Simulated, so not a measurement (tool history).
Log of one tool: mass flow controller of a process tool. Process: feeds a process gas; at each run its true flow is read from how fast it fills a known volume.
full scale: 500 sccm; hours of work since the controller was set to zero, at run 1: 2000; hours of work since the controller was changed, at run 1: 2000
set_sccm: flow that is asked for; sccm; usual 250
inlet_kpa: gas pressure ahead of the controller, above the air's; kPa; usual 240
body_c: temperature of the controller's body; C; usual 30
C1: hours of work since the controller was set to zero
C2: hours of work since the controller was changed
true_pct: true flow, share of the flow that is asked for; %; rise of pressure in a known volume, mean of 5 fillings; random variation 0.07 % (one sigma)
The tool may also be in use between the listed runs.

{"run": 1, "day": 0.0, "set_sccm": 250, "inlet_kpa": 240, "body_c": 30, "C1": 2000, "C2": 2000, "true_pct": 98.77}
{"run": 2, "day": 6.021, "set_sccm": 250, "inlet_kpa": 240, "body_c": 30, "C1": 2100, "C2": 2100, "true_pct": 98.94}
{"run": 3, "day": 15.958, "set_sccm": 250, "inlet_kpa": 240, "body_c": 30, "C1": 2266, "C2": 2266, "true_pct": 99.15}
{"run": 4, "day": 22.058, "set_sccm": 250, "inlet_kpa": 240, "body_c": 30, "C1": 2367, "C2": 2367, "true_pct": 99.08}
{"run": 5, "day": 30.671, "set_sccm": 250, "inlet_kpa": 240, "body_c": 30, "C1": 2510, "C2": 2510, "true_pct": 99.15}
{"run": 6, "day": 42.096, "set_sccm": 250, "inlet_kpa": 240, "body_c": 30, "C1": 2700, "C2": 2700, "true_pct": 99.15}
{"run": 7, "day": 48.462, "set_sccm": 250, "inlet_kpa": 156, "body_c": 30, "C1": 2806, "C2": 2806, "true_pct": 99.25}
{"run": 8, "day": 58.246, "set_sccm": 499, "inlet_kpa": 240, "body_c": 30, "C1": 2969, "C2": 2969, "true_pct": 101.15}
{"run": 9, "day": 63.529, "set_sccm": 250, "inlet_kpa": 240, "body_c": 29, "C1": 3056, "C2": 3056, "true_pct": 99.41}
{"run": 10, "day": 73.862, "set_sccm": 250, "inlet_kpa": 240, "body_c": 29, "C1": 3228, "C2": 3228, "true_pct": 99.41}
{"run": 11, "day": 84.279, "set_sccm": 250, "inlet_kpa": 240, "body_c": 29, "C1": 3401, "C2": 3401, "true_pct": 99.47}
{"run": 12, "day": 91.942, "set_sccm": 250, "inlet_kpa": 240, "body_c": 29, "C1": 3529, "C2": 3529, "true_pct": 99.68}
{"run": 13, "day": 100.142, "set_sccm": 250, "inlet_kpa": 240, "body_c": 29, "C1": 3665, "C2": 3665, "true_pct": 99.62}
{"run": 14, "day": 105.5, "set_sccm": 250, "inlet_kpa": 240, "body_c": 29, "C1": 3754, "C2": 3754, "true_pct": 99.77}
{"run": 15, "day": 114.746, "set_sccm": 478, "inlet_kpa": 240, "body_c": 30, "C1": 3908, "C2": 3908, "true_pct": 101.65}
{"run": 16, "day": 124.096, "set_sccm": 478, "inlet_kpa": 240, "body_c": 30, "C1": 4063, "C2": 4063, "true_pct": 101.75}
{"run": 17, "day": 130.888, "set_sccm": 478, "inlet_kpa": 240, "body_c": 30, "C1": 4176, "C2": 4176, "true_pct": 101.78}
{"run": 18, "day": 140.908, "set_sccm": 250, "inlet_kpa": 240, "body_c": 30, "C1": 4343, "C2": 4343, "true_pct": 100.31}
{"run": 19, "day": 149.296, "set_sccm": 250, "inlet_kpa": 240, "body_c": 30, "C1": 4482, "C2": 4482, "true_pct": 100.41}
{"day": 154.179, "done": "gauge calibrated"}
{"run": 20, "day": 155.629, "set_sccm": 250, "inlet_kpa": 240, "body_c": 30, "C1": 4587, "C2": 4587, "true_pct": 98.81}
{"run": 21, "day": 164.008, "set_sccm": 250, "inlet_kpa": 240, "body_c": 30, "C1": 4727, "C2": 4727, "true_pct": 98.89}
{"run": 22, "day": 174.212, "set_sccm": 250, "inlet_kpa": 240, "body_c": 30, "C1": 4896, "C2": 4896, "true_pct": 99.06}
{"run": 23, "day": 181.342, "set_sccm": 67, "inlet_kpa": 165, "body_c": 23, "C1": 5015, "C2": 5015, "true_pct": 96.9}
{"run": 24, "day": 188.771, "set_sccm": 186, "inlet_kpa": 186, "body_c": 23, "C1": 5138, "C2": 5138, "true_pct": 97.92}
{"run": 25, "day": 198.192, "set_sccm": 186, "inlet_kpa": 220, "body_c": 32, "C1": 5295, "C2": 5295, "true_pct": 99.0}
{"run": 26, "day": 205.592, "set_sccm": 250, "inlet_kpa": 240, "body_c": 26, "C1": 5418, "C2": 5418, "true_pct": 98.94}
{"run": 27, "day": 214.538, "set_sccm": 61, "inlet_kpa": 161, "body_c": 30, "C1": 5567, "C2": 5567, "true_pct": 97.88}
{"run": 28, "day": 225.608, "set_sccm": 135, "inlet_kpa": 240, "body_c": 35, "C1": 5751, "C2": 5751, "true_pct": 99.19}
{"run": 29, "day": 235.279, "set_sccm": 99, "inlet_kpa": 180, "body_c": 28, "C1": 5911, "C2": 5911, "true_pct": 98.16}
{"run": 30, "day": 242.608, "set_sccm": 99, "inlet_kpa": 180, "body_c": 28, "C1": 6033, "C2": 6033, "true_pct": 98.33}
{"run": 31, "day": 252.671, "set_sccm": 126, "inlet_kpa": 240, "body_c": 30, "C1": 6201, "C2": 6201, "true_pct": 99.01}
{"run": 32, "day": 261.521, "set_sccm": 99, "inlet_kpa": 240, "body_c": 30, "C1": 6348, "C2": 6348, "true_pct": 98.79}
{"run": 33, "day": 273.021, "set_sccm": 132, "inlet_kpa": 178, "body_c": 30, "C1": 6539, "C2": 6539, "true_pct": 99.13}
{"run": 34, "day": 279.917, "set_sccm": 132, "inlet_kpa": 178, "body_c": 30, "C1": 6654, "C2": 6654, "true_pct": 99.05}
{"run": 35, "day": 289.425, "set_sccm": 132, "inlet_kpa": 178, "body_c": 30, "C1": 6812, "C2": 6812, "true_pct": 99.23}
{"run": 36, "day": 295.938, "set_sccm": 66, "inlet_kpa": 244, "body_c": 30, "C1": 6920, "C2": 6920, "true_pct": 98.74}
{"run": 37, "day": 303.642, "set_sccm": 452, "inlet_kpa": 217, "body_c": 30, "C1": 7048, "C2": 7048, "true_pct": 101.72}
{"run": 38, "day": 314.317, "set_sccm": 452, "inlet_kpa": 217, "body_c": 30, "C1": 7225, "C2": 7225, "true_pct": 101.91}
{"day": 315.867, "done": "controller's zero set anew"}
{"run": 39, "day": 325.142, "set_sccm": 452, "inlet_kpa": 217, "body_c": 30, "C1": 154, "C2": 7405, "true_pct": 101.91}
{"run": 40, "day": 334.179, "set_sccm": 452, "inlet_kpa": 217, "body_c": 30, "C1": 304, "C2": 7555, "true_pct": 101.8}
{"run": 41, "day": 345.438, "set_sccm": 173, "inlet_kpa": 179, "body_c": 30, "C1": 492, "C2": 7742, "true_pct": 100.08}
{"run": 42, "day": 357.512, "set_sccm": 250, "inlet_kpa": 240, "body_c": 38, "C1": 692, "C2": 7943, "true_pct": 101.7}
{"run": 43, "day": 364.508, "set_sccm": 250, "inlet_kpa": 240, "body_c": 32, "C1": 809, "C2": 8059, "true_pct": 101.05}
{"run": 44, "day": 373.046, "set_sccm": 250, "inlet_kpa": 240, "body_c": 32, "C1": 951, "C2": 8201, "true_pct": 101.34}

The same runs without the tool's hidden state, with the same run-to-run variation:
The hidden state here: flow at rest that the sensor doesn't see, % of full scale; true flow over the shown one, %; drift of the gauge itself on true_pct, %.
run=1 true_pct=98.77
run=2 true_pct=98.88
run=3 true_pct=98.99
run=4 true_pct=98.86
run=5 true_pct=98.84
run=6 true_pct=98.73
run=7 true_pct=98.76
run=8 true_pct=100.55
run=9 true_pct=98.78
run=10 true_pct=98.67
run=11 true_pct=98.63
run=12 true_pct=98.76
run=13 true_pct=98.62
run=14 true_pct=98.71
run=15 true_pct=100.47
run=16 true_pct=100.48
run=17 true_pct=100.43
run=18 true_pct=98.90
run=19 true_pct=98.91
run=20 true_pct=98.79
run=21 true_pct=98.79
run=22 true_pct=98.85
run=23 true_pct=96.68
run=24 true_pct=97.58
run=25 true_pct=98.57
run=26 true_pct=98.43
run=27 true_pct=97.34
run=28 true_pct=98.49
run=29 true_pct=97.39
run=30 true_pct=97.48
run=31 true_pct=98.05
run=32 true_pct=97.75
run=33 true_pct=97.96
run=34 true_pct=97.82
run=35 true_pct=97.91
run=36 true_pct=97.40
run=37 true_pct=100.19
run=38 true_pct=100.27
run=39 true_pct=100.15
run=40 true_pct=99.94
run=41 true_pct=98.15
run=42 true_pct=99.62
run=43 true_pct=98.92
run=44 true_pct=99.11
